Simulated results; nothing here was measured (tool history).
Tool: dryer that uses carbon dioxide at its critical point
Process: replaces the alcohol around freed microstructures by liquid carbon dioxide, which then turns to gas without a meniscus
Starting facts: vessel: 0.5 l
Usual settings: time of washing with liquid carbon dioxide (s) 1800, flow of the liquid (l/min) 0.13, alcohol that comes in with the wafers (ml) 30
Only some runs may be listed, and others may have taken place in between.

run	hour	time of washing with liquid carbon dioxide (s)	flow of the liquid (l/min)	alcohol that comes in with the wafers (ml)	alcohol left in the vessel before it's heated (ppm by volume)
1	0	1800	0.13	30	344
2	10.3	1800	0.13	30	359
3	22.4	1800	0.13	30	381
4	28.6	1800	0.13	30	384
5	38.7	1800	0.13	30	376
6	43.9	1800	0.13	30	387
7	53.3	2280	0.13	30	156
8	61.8	1800	0.198	30	111
9	71.1	1800	0.198	23	110
10	81.6	1800	0.198	23	107
11	90.7	1800	0.198	23	106
12	97	1800	0.198	23	104
# hour 100.7: inlet filter changed
13	110.5	1800	0.198	23	88
14	116.5	1140	0.13	30	1372
15	124.1	1140	0.13	30	1439
16	131.4	1800	0.13	30	248
17	140.4	1800	0.13	30	245
18	150.5	1800	0.13	30	254
19	157	1800	0.13	30	255
20	167.9	1800	0.13	30	265
21	175.7	1800	0.13	30	272
22	181.5	1800	0.13	30	273
23	193.3	1320	0.105	79	5296
24	203.6	1320	0.105	79	5446
25	215.6	2220	0.08	49	1355
26	221.7	1500	0.111	82	2933
27	233.8	1500	0.18	82	332
28	242.7	1800	0.139	21	205
29	253	1860	0.162	40	165
30	262.1	1860	0.162	40	167
31	270.9	1200	0.113	111	8830
32	278.6	2820	0.082	51	542
33	286.2	1800	0.13	24	305
34	297.9	1800	0.13	24	327
35	305.9	1800	0.13	24	328
36	317.4	1800	0.19	79	178
37	323.3	1740	0.155	39	283
38	335.4	1800	0.105	30	903
39	342.4	1680	0.13	30	527
40	352.2	1380	0.164	32	499
41	364.1	1320	0.216	46	255
42	371.5	2280	0.092	108	2084
43	383	2280	0.092	108	2157
44	392.4	1500	0.123	53	1899

Difference, measured minus no-hidden-state, one row per run. Run-to-run variation is common to both terms; the gauge's own scatter need not be:
The hidden state here: flow that reaches the vessel past the clogged filter, %; alcohol in the recycled carbon dioxide, ppm; drift of the gauge itself on alcohol_ppm, %.
run	alcohol left in the vessel before it's heated (ppm by volume)
1	+209
2	+217
3	+235
4	+241
5	+243
6	+250
7	+132
8	+97
9	+94
10	+95
11	+99
12	+97
13	+86
14	+139
15	+163
16	+106
17	+108
18	+114
19	+120
20	+126
21	+135
22	+130
23	+941
24	+1049
25	+404
26	+780
27	+190
28	+141
29	+130
30	+133
31	+2470
32	+293
33	+194
34	+207
35	+211
36	+150
37	+206
38	+471
39	+322
40	+323
41	+210
42	+1174
43	+1239
44	+1034
